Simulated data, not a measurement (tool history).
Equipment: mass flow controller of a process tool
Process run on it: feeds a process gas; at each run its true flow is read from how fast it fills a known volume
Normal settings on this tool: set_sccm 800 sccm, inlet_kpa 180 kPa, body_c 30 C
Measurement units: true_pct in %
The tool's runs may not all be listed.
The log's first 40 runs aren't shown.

run	hour	set_sccm	inlet_kpa	body_c	true_pct
41	10230.8	484	180	29	98.65
42	10456.2	484	180	29	98.56
43	10630.6	137	204	30	97.71
44	10921.0	137	204	30	97.83
45	11181.1	137	204	30	97.62
46	11404.4	137	204	30	97.68
47	11785.4	362	183	30	98.07
# hour 12048.2: gauge calibrated
48	12050.0	362	183	30	98.48

Each row is a separate what-if for the run after 48, all from the same tool condition, not one after another. Results?
A	12322.4	199	152	28	?
B	12322.4	800	161	30	?
C	12322.4	127	180	32	?

run	true_pct
A	98.58
B	99.28
C	97.85
Had the tool no hidden state, the same runs would have come out as:
run	true_pct
A	98.64
B	99.33
C	97.92

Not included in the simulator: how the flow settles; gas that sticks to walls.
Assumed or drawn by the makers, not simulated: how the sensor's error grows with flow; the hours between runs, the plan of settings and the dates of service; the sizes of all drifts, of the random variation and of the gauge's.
